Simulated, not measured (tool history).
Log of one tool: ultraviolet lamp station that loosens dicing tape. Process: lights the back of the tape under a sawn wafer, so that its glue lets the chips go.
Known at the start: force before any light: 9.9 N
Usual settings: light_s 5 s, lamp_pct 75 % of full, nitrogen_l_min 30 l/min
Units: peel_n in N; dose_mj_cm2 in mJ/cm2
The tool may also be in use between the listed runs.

| run | hour | light_s | lamp_pct | nitrogen_l_min | peel_n | dose_mj_cm2 |
|---|---|---|---|---|---|---|
| 1 | 0.0 | 5 | 75 | 30 | 1.158 | 329 |
| 2 | 92.2 | 5 | 75 | 30 | 1.158 | 321 |
| 3 | 135.1 | 5 | 75 | 30 | 1.210 | 317 |
| 4 | 187.2 | 5 | 75 | 30 | 1.285 | 312 |
|  | 194.4 | window cleaned of glue's vapour |
| 5 | 243.0 | 5 | 85 | 30 | 1.073 | 336 |
| 6 | 286.6 | 5 | 85 | 30 | 1.085 | 333 |
| 7 | 340.4 | 5 | 67 | 52 | 1.386 | 256 |
|  | 351.9 | window cleaned of glue's vapour, once more |
| 8 | 416.4 | 5 | 67 | 52 | 1.180 | 282 |
| 9 | 485.2 | 6 | 67 | 20 | 1.420 | 332 |
| 10 | 538.5 | 5 | 61 | 35 | 1.827 | 250 |
| 11 | 593.8 | 5 | 69 | 35 | 1.536 | 273 |

Forecast each of these 3 alternatives for the next run:
|  | 634.7 | lamp changed |
| A | 647.6 | 10 | 69 | 34 | ? | ? |
|  | 634.7 | lamp changed |
| B | 647.6 | 5 | 69 | 58 | ? | ? |
|  | 634.7 | lamp changed |
| C | 647.6 | 3 | 82 | 11 | ? | ? |

| run | peel_n | dose_mj_cm2 |
|---|---|---|
| A | 0.077 | 854 |
| B | 0.420 | 428 |
| C | 2.229 | 304 |
Without the tool's hidden state the same runs would have given:
| run | peel_n | dose_mj_cm2 |
|---|---|---|
| A | 0.072 | 885 |
| B | 0.380 | 444 |
| C | 2.117 | 315 |
